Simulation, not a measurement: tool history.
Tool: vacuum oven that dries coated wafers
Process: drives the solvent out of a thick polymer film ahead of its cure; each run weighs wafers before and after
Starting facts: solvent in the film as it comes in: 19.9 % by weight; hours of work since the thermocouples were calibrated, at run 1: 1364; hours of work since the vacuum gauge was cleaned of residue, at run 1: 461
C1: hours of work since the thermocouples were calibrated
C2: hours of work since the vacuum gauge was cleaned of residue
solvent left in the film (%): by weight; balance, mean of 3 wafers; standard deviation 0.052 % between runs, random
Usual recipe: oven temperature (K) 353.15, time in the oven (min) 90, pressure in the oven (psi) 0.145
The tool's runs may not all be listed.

{"run": 1, "hour": 0.0, "oven temperature (K)": 353.15, "time in the oven (min)": 90, "pressure in the oven (psi)": 0.145, "C1": 1364, "C2": 461, "solvent left in the film (%)": 1.35}
{"run": 2, "hour": 44.1, "oven temperature (K)": 353.15, "time in the oven (min)": 70, "pressure in the oven (psi)": 0.145, "C1": 1385, "C2": 482, "solvent left in the film (%)": 1.9}
{"run": 3, "hour": 83.8, "oven temperature (K)": 353.15, "time in the oven (min)": 90, "pressure in the oven (psi)": 0.145, "C1": 1404, "C2": 502, "solvent left in the film (%)": 1.35}
{"run": 4, "hour": 125.0, "oven temperature (K)": 353.15, "time in the oven (min)": 90, "pressure in the oven (psi)": 0.145, "C1": 1425, "C2": 522, "solvent left in the film (%)": 1.33}
{"run": 5, "hour": 147.1, "oven temperature (K)": 353.15, "time in the oven (min)": 90, "pressure in the oven (psi)": 0.145, "C1": 1435, "C2": 533, "solvent left in the film (%)": 1.22}
{"run": 6, "hour": 184.4, "oven temperature (K)": 353.15, "time in the oven (min)": 90, "pressure in the oven (psi)": 0.145, "C1": 1454, "C2": 551, "solvent left in the film (%)": 1.21}
{"run": 7, "hour": 206.3, "oven temperature (K)": 353.15, "time in the oven (min)": 90, "pressure in the oven (psi)": 0.145, "C1": 1464, "C2": 562, "solvent left in the film (%)": 1.33}
{"run": 8, "hour": 242.2, "oven temperature (K)": 353.15, "time in the oven (min)": 90, "pressure in the oven (psi)": 0.145, "C1": 1482, "C2": 579, "solvent left in the film (%)": 1.37}
{"run": 9, "hour": 276.1, "oven temperature (K)": 353.15, "time in the oven (min)": 90, "pressure in the oven (psi)": 0.145, "C1": 1498, "C2": 596, "solvent left in the film (%)": 1.3}
{"run": 10, "hour": 320.1, "oven temperature (K)": 339.15, "time in the oven (min)": 90, "pressure in the oven (psi)": 0.145, "C1": 1520, "C2": 617, "solvent left in the film (%)": 4.55}
{"run": 11, "hour": 339.6, "oven temperature (K)": 339.15, "time in the oven (min)": 90, "pressure in the oven (psi)": 0.145, "C1": 1530, "C2": 627, "solvent left in the film (%)": 4.47}
{"run": 12, "hour": 377.6, "oven temperature (K)": 353.15, "time in the oven (min)": 84, "pressure in the oven (psi)": 0.145, "C1": 1548, "C2": 645, "solvent left in the film (%)": 1.34}
{"run": 13, "hour": 416.7, "oven temperature (K)": 353.15, "time in the oven (min)": 84, "pressure in the oven (psi)": 0.145, "C1": 1567, "C2": 665, "solvent left in the film (%)": 1.36}
{"run": 14, "hour": 434.7, "oven temperature (K)": 353.15, "time in the oven (min)": 90, "pressure in the oven (psi)": 0.145, "C1": 1576, "C2": 673, "solvent left in the film (%)": 1.19}
{"run": 15, "hour": 467.7, "oven temperature (K)": 350.15, "time in the oven (min)": 90, "pressure in the oven (psi)": 0.145, "C1": 1592, "C2": 690, "solvent left in the film (%)": 1.77}
{"run": 16, "hour": 489.8, "oven temperature (K)": 353.15, "time in the oven (min)": 62, "pressure in the oven (psi)": 0.145, "C1": 1603, "C2": 700, "solvent left in the film (%)": 2.22}
{"run": 17, "hour": 516.4, "oven temperature (K)": 346.15, "time in the oven (min)": 62, "pressure in the oven (psi)": 0.145, "C1": 1616, "C2": 713, "solvent left in the film (%)": 4.03}
{"run": 18, "hour": 548.7, "oven temperature (K)": 353.15, "time in the oven (min)": 90, "pressure in the oven (psi)": 0.145, "C1": 1632, "C2": 729, "solvent left in the film (%)": 1.21}
{"run": 19, "hour": 572.8, "oven temperature (K)": 353.15, "time in the oven (min)": 90, "pressure in the oven (psi)": 0.145, "C1": 1644, "C2": 741, "solvent left in the film (%)": 1.29}
{"run": 20, "hour": 600.6, "oven temperature (K)": 353.15, "time in the oven (min)": 105, "pressure in the oven (psi)": 0.145, "C1": 1657, "C2": 755, "solvent left in the film (%)": 1.11}
{"run": 21, "hour": 643.0, "oven temperature (K)": 353.15, "time in the oven (min)": 105, "pressure in the oven (psi)": 0.145, "C1": 1678, "C2": 775, "solvent left in the film (%)": 1.07}
{"run": 22, "hour": 673.6, "oven temperature (K)": 353.15, "time in the oven (min)": 90, "pressure in the oven (psi)": 0.145, "C1": 1693, "C2": 790, "solvent left in the film (%)": 1.28}
{"run": 23, "hour": 692.4, "oven temperature (K)": 353.15, "time in the oven (min)": 90, "pressure in the oven (psi)": 0.145, "C1": 1702, "C2": 799, "solvent left in the film (%)": 1.27}
{"run": 24, "hour": 723.2, "oven temperature (K)": 353.15, "time in the oven (min)": 90, "pressure in the oven (psi)": 0.145, "C1": 1717, "C2": 814, "solvent left in the film (%)": 1.35}
{"run": 25, "hour": 752.2, "oven temperature (K)": 356.15, "time in the oven (min)": 67, "pressure in the oven (psi)": 0.374, "C1": 1731, "C2": 829, "solvent left in the film (%)": 2.27}
{"hour": 776.6, "done": "oven's thermocouples calibrated"}
{"run": 26, "hour": 787.0, "oven temperature (K)": 353.15, "time in the oven (min)": 54, "pressure in the oven (psi)": 0.145, "C1": 5, "C2": 845, "solvent left in the film (%)": 3.24}
{"run": 27, "hour": 807.1, "oven temperature (K)": 343.15, "time in the oven (min)": 85, "pressure in the oven (psi)": 0.145, "C1": 15, "C2": 854, "solvent left in the film (%)": 4.23}
{"run": 28, "hour": 849.5, "oven temperature (K)": 352.15, "time in the oven (min)": 90, "pressure in the oven (psi)": 0.145, "C1": 36, "C2": 875, "solvent left in the film (%)": 1.8}
{"run": 29, "hour": 876.9, "oven temperature (K)": 344.15, "time in the oven (min)": 47, "pressure in the oven (psi)": 0.409, "C1": 49, "C2": 889, "solvent left in the film (%)": 8.51}
{"run": 30, "hour": 895.2, "oven temperature (K)": 356.15, "time in the oven (min)": 47, "pressure in the oven (psi)": 0.409, "C1": 58, "C2": 898, "solvent left in the film (%)": 4.21}
{"run": 31, "hour": 919.5, "oven temperature (K)": 356.15, "time in the oven (min)": 47, "pressure in the oven (psi)": 0.409, "C1": 70, "C2": 909, "solvent left in the film (%)": 4.09}
{"run": 32, "hour": 964.0, "oven temperature (K)": 356.15, "time in the oven (min)": 47, "pressure in the oven (psi)": 0.409, "C1": 92, "C2": 931, "solvent left in the film (%)": 4.08}
{"run": 33, "hour": 983.5, "oven temperature (K)": 345.15, "time in the oven (min)": 67, "pressure in the oven (psi)": 0.109, "C1": 101, "C2": 941, "solvent left in the film (%)": 4.53}
{"run": 34, "hour": 1005.4, "oven temperature (K)": 353.15, "time in the oven (min)": 122, "pressure in the oven (psi)": 0.109, "C1": 112, "C2": 951, "solvent left in the film (%)": 1.09}
{"run": 35, "hour": 1048.1, "oven temperature (K)": 340.15, "time in the oven (min)": 49, "pressure in the oven (psi)": 0.251, "C1": 133, "C2": 972, "solvent left in the film (%)": 8.65}
{"run": 36, "hour": 1086.5, "oven temperature (K)": 340.15, "time in the oven (min)": 49, "pressure in the oven (psi)": 0.251, "C1": 152, "C2": 991, "solvent left in the film (%)": 8.93}
{"run": 37, "hour": 1120.7, "oven temperature (K)": 341.15, "time in the oven (min)": 90, "pressure in the oven (psi)": 0.248, "C1": 168, "C2": 1008, "solvent left in the film (%)": 5.28}
{"run": 38, "hour": 1140.3, "oven temperature (K)": 355.15, "time in the oven (min)": 90, "pressure in the oven (psi)": 0.122, "C1": 178, "C2": 1017, "solvent left in the film (%)": 1.23}
{"run": 39, "hour": 1163.5, "oven temperature (K)": 355.15, "time in the oven (min)": 90, "pressure in the oven (psi)": 0.122, "C1": 189, "C2": 1029, "solvent left in the film (%)": 1.27}
{"run": 40, "hour": 1195.1, "oven temperature (K)": 355.15, "time in the oven (min)": 90, "pressure in the oven (psi)": 0.122, "C1": 205, "C2": 1044, "solvent left in the film (%)": 1.27}
{"run": 41, "hour": 1234.3, "oven temperature (K)": 347.15, "time in the oven (min)": 135, "pressure in the oven (psi)": 0.371, "C1": 224, "C2": 1063, "solvent left in the film (%)": 3.17}
{"run": 42, "hour": 1260.2, "oven temperature (K)": 353.15, "time in the oven (min)": 55, "pressure in the oven (psi)": 0.154, "C1": 236, "C2": 1076, "solvent left in the film (%)": 3.11}
{"run": 43, "hour": 1285.7, "oven temperature (K)": 353.15, "time in the oven (min)": 55, "pressure in the oven (psi)": 0.154, "C1": 249, "C2": 1089, "solvent left in the film (%)": 3.15}
{"run": 44, "hour": 1312.7, "oven temperature (K)": 340.15, "time in the oven (min)": 149, "pressure in the oven (psi)": 0.368, "C1": 262, "C2": 1102, "solvent left in the film (%)": 4.71}
{"run": 45, "hour": 1338.0, "oven temperature (K)": 340.15, "time in the oven (min)": 149, "pressure in the oven (psi)": 0.368, "C1": 274, "C2": 1114, "solvent left in the film (%)": 4.74}
{"run": 46, "hour": 1371.4, "oven temperature (K)": 340.15, "time in the oven (min)": 149, "pressure in the oven (psi)": 0.368, "C1": 291, "C2": 1130, "solvent left in the film (%)": 4.71}
{"run": 47, "hour": 1413.0, "oven temperature (K)": 340.15, "time in the oven (min)": 149, "pressure in the oven (psi)": 0.368, "C1": 311, "C2": 1151, "solvent left in the film (%)": 4.73}

Hidden state or all else? Some run-to-run changes of solvent left in the film (%), split into what the settings, what came in and random variation would give without the hidden state, and what is left for the hidden state (with any gauge scatter that isn't in both results):
The tool's hidden condition here consists of: true wafer temperature over the reading, C; true pressure over the reading, kPa; drift of the gauge itself on solvent_pct, %.
Run 9 -> 10: oven temperature (K) 353.15 -> 339.15. solvent left in the film (%) +3.25: hidden state -0.51, all else +3.76.
Run 11 -> 12: oven temperature (K) 339.15 -> 353.15, time in the oven (min) 90 -> 84. solvent left in the film (%) -3.13: hidden state +0.46, all else -3.59.
Run 17 -> 18: oven temperature (K) 346.15 -> 353.15, time in the oven (min) 62 -> 90. solvent left in the film (%) -2.82: hidden state +0.54, all else -3.36.
Run 28 -> 29: oven temperature (K) 352.15 -> 344.15, time in the oven (min) 90 -> 47, pressure in the oven (psi) 0.145 -> 0.409. solvent left in the film (%) +6.71: hidden state -0.16, all else +6.87.
Run 29 -> 30: oven temperature (K) 344.15 -> 356.15. solvent left in the film (%) -4.3: hidden state +0.01, all else -4.31.
Run 34 -> 35: oven temperature (K) 353.15 -> 340.15, time in the oven (min) 122 -> 49, pressure in the oven (psi) 0.109 -> 0.251. solvent left in the film (%) +7.56: hidden state -0.24, all else +7.8.
